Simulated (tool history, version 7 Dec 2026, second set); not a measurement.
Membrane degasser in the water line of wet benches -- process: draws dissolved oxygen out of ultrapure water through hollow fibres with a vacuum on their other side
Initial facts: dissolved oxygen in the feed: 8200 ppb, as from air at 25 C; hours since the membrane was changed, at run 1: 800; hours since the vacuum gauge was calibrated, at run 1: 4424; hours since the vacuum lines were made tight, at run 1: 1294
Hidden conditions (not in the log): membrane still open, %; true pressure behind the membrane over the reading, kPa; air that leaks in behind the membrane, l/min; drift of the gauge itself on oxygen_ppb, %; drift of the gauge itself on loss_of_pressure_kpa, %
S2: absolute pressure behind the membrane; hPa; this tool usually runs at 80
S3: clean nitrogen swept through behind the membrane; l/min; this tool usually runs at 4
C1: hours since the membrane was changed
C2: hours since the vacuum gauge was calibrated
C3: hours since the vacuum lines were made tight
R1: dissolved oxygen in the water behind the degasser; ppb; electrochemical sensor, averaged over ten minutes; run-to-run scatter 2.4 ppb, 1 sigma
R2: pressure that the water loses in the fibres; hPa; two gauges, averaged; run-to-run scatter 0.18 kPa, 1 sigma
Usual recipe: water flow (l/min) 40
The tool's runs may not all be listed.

{"run": 1, "day": 0.0, "water flow (l/min)": 40, "S2": 80, "S3": 4, "C1": 800, "C2": 4424, "C3": 1294, "R1": 242.6, "R2": 347.2}
{"run": 2, "day": 2.225, "water flow (l/min)": 40, "S2": 80, "S3": 4, "C1": 853, "C2": 4478, "C3": 1348, "R1": 244, "R2": 346.9}
{"run": 3, "day": 6.35, "water flow (l/min)": 40, "S2": 80, "S3": 4, "C1": 952, "C2": 4577, "C3": 1447, "R1": 245, "R2": 347.2}
{"run": 4, "day": 9.779, "water flow (l/min)": 40, "S2": 80, "S3": 2.42, "C1": 1035, "C2": 4659, "C3": 1529, "R1": 302.1, "R2": 347.8}
{"run": 5, "day": 14.288, "water flow (l/min)": 40, "S2": 80, "S3": 2.42, "C1": 1143, "C2": 4767, "C3": 1637, "R1": 309.9, "R2": 346.9}
{"run": 6, "day": 19.279, "water flow (l/min)": 40, "S2": 80, "S3": 2.42, "C1": 1263, "C2": 4887, "C3": 1757, "R1": 307.3, "R2": 347}
{"run": 7, "day": 22.55, "water flow (l/min)": 40, "S2": 80, "S3": 2.42, "C1": 1341, "C2": 4966, "C3": 1835, "R1": 305.6, "R2": 350.7}
{"run": 8, "day": 27.617, "water flow (l/min)": 40, "S2": 80, "S3": 2.42, "C1": 1463, "C2": 5087, "C3": 1957, "R1": 302, "R2": 351.3}
{"run": 9, "day": 29.942, "water flow (l/min)": 40, "S2": 80, "S3": 4, "C1": 1519, "C2": 5143, "C3": 2013, "R1": 237.5, "R2": 350}
{"run": 10, "day": 34.012, "water flow (l/min)": 40, "S2": 80, "S3": 4, "C1": 1616, "C2": 5241, "C3": 2110, "R1": 240.9, "R2": 349.8}
{"run": 11, "day": 36.658, "water flow (l/min)": 40, "S2": 80, "S3": 4, "C1": 1680, "C2": 5304, "C3": 2174, "R1": 242.5, "R2": 351}
{"run": 12, "day": 39.217, "water flow (l/min)": 40, "S2": 80, "S3": 4, "C1": 1741, "C2": 5366, "C3": 2235, "R1": 235.9, "R2": 352.3}
{"day": 42.25, "done": "gauge calibrated"}
{"run": 13, "day": 44.2, "water flow (l/min)": 40, "S2": 80, "S3": 4, "C1": 1861, "C2": 5485, "C3": 2355, "R1": 236.6, "R2": 344.7}
{"run": 14, "day": 49.317, "water flow (l/min)": 40, "S2": 80, "S3": 4, "C1": 1984, "C2": 5608, "C3": 2478, "R1": 240.7, "R2": 345.2}
{"run": 15, "day": 51.571, "water flow (l/min)": 40, "S2": 80, "S3": 4, "C1": 2038, "C2": 5662, "C3": 2532, "R1": 239.7, "R2": 346.7}
{"run": 16, "day": 56.171, "water flow (l/min)": 40, "S2": 123.9, "S3": 4, "C1": 2148, "C2": 5773, "C3": 2642, "R1": 334.9, "R2": 348.8}
{"run": 17, "day": 59.971, "water flow (l/min)": 40, "S2": 123.9, "S3": 4, "C1": 2239, "C2": 5864, "C3": 2733, "R1": 334.8, "R2": 349.5}
{"run": 18, "day": 62.467, "water flow (l/min)": 40, "S2": 123.9, "S3": 4, "C1": 2299, "C2": 5924, "C3": 2793, "R1": 337.7, "R2": 350.2}
{"run": 19, "day": 65.975, "water flow (l/min)": 40, "S2": 56.1, "S3": 4, "C1": 2383, "C2": 6008, "C3": 2878, "R1": 182.7, "R2": 350.3}
{"run": 20, "day": 68.917, "water flow (l/min)": 40, "S2": 189.4, "S3": 8.09, "C1": 2454, "C2": 6078, "C3": 2948, "R1": 305.1, "R2": 351.3}
{"run": 21, "day": 72.804, "water flow (l/min)": 40, "S2": 189.4, "S3": 8.09, "C1": 2547, "C2": 6172, "C3": 3041, "R1": 308.5, "R2": 350.3}
{"run": 22, "day": 76.758, "water flow (l/min)": 29, "S2": 89.8, "S3": 8.4, "C1": 2642, "C2": 6267, "C3": 3136, "R1": 127.8, "R2": 253.8}
{"run": 23, "day": 81.612, "water flow (l/min)": 41, "S2": 116.8, "S3": 2.8, "C1": 2759, "C2": 6383, "C3": 3253, "R1": 410.9, "R2": 365.7}
{"run": 24, "day": 86.121, "water flow (l/min)": 34, "S2": 80, "S3": 4, "C1": 2867, "C2": 6491, "C3": 3361, "R1": 195.7, "R2": 304.5}
{"run": 25, "day": 88.871, "water flow (l/min)": 37, "S2": 149.7, "S3": 8.36, "C1": 2933, "C2": 6557, "C3": 3427, "R1": 240.4, "R2": 329.4}
{"run": 26, "day": 93.858, "water flow (l/min)": 37, "S2": 133.2, "S3": 7.84, "C1": 3052, "C2": 6677, "C3": 3547, "R1": 230.1, "R2": 329.5}
{"run": 27, "day": 98.721, "water flow (l/min)": 30, "S2": 87.6, "S3": 2.41, "C1": 3169, "C2": 6794, "C3": 3663, "R1": 237.3, "R2": 268.8}
{"run": 28, "day": 100.808, "water flow (l/min)": 30, "S2": 87.6, "S3": 2.41, "C1": 3219, "C2": 6844, "C3": 3714, "R1": 236.1, "R2": 268.1}
{"run": 29, "day": 105.888, "water flow (l/min)": 40, "S2": 137.7, "S3": 8.82, "C1": 3341, "C2": 6966, "C3": 3835, "R1": 242.1, "R2": 361}
{"run": 30, "day": 109.433, "water flow (l/min)": 46, "S2": 137.9, "S3": 4, "C1": 3426, "C2": 7051, "C3": 3921, "R1": 425.6, "R2": 410.5}
{"run": 31, "day": 114.138, "water flow (l/min)": 29, "S2": 146.5, "S3": 4, "C1": 3539, "C2": 7164, "C3": 4033, "R1": 270.4, "R2": 262.2}
{"run": 32, "day": 119.133, "water flow (l/min)": 29, "S2": 146.5, "S3": 4, "C1": 3659, "C2": 7284, "C3": 4153, "R1": 270.6, "R2": 262.1}

Here are 3 independent what-if runs from the current tool condition. What would each one return?
{"run": "A", "day": 122.754, "water flow (l/min)": 29, "S2": 69.1, "S3": 4, "C1": 3746, "C2": 7371, "C3": 4240, "R1": "?", "R2": "?"}
{"run": "B", "day": 122.754, "water flow (l/min)": 29, "S2": 175.5, "S3": 8.34, "C1": 3746, "C2": 7371, "C3": 4240, "R1": "?", "R2": "?"}
{"run": "C", "day": 122.754, "water flow (l/min)": 34, "S2": 77.6, "S3": 4, "C1": 3746, "C2": 7371, "C3": 4240, "R1": "?", "R2": "?"}

run=A R1=142.2 R2=264.9
run=B R1=195.9 R2=261.3
run=C R1=191.3 R2=310.5
Without the tool's hidden state the same runs would have given:
run=A R1=141.8 R2=251.9
run=B R1=195.6 R2=248.5
run=C R1=190.9 R2=295.4

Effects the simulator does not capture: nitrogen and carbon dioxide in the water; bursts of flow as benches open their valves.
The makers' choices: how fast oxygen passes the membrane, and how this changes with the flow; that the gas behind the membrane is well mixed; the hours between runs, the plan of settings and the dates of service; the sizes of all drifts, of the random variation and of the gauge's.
